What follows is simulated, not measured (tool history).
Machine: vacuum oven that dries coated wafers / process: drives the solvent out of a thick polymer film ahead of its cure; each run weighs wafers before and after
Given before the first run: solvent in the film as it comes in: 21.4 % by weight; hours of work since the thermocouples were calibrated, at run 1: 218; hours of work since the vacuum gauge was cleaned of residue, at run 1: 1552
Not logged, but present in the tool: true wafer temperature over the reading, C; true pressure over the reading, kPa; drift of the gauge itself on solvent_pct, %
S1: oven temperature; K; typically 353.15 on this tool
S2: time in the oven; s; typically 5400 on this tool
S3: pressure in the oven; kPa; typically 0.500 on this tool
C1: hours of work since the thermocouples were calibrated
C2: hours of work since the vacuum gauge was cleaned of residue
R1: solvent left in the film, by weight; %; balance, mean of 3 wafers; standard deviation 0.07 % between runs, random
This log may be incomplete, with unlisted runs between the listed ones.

run,day,S1,S2,S3,C1,C2,R1
1,0.000,353.15,5400,0.500,218,1552,4.86
2,2.033,353.15,3300,0.500,250,1584,8.04
3,4.508,353.15,5400,0.500,288,1622,4.72
4,6.088,353.15,5400,0.500,313,1647,4.92
5,8.692,353.15,5400,0.500,353,1687,4.84
6,10.921,353.15,5400,0.500,388,1722,4.84
7,12.358,353.15,5400,0.500,410,1744,4.85
8,14.900,353.15,5400,0.500,450,1784,4.99
9,17.817,353.15,5400,0.500,495,1829,4.84
10,20.054,353.15,5400,0.500,530,1864,4.82
11,22.504,352.15,7440,1.883,568,1902,4.01
12,24.817,352.15,7440,1.883,604,1938,3.99
13,27.779,345.15,3180,0.658,650,1984,10.68

Consider 3 possible next runs. They are alternatives, not a sequence: every one starts from the tool as it was left by run 13. What does each give?
A,29.450,358.15,6240,0.835,676,2010,?
B,29.450,353.15,5400,1.026,676,2010,?
C,29.450,345.15,7140,0.658,676,2010,?

run,R1
A,2.84
B,4.97
C,5.64
Stripped of hidden state, with their random variation kept, the same runs would have yielded:
run,R1
A,2.86
B,5.00
C,5.66
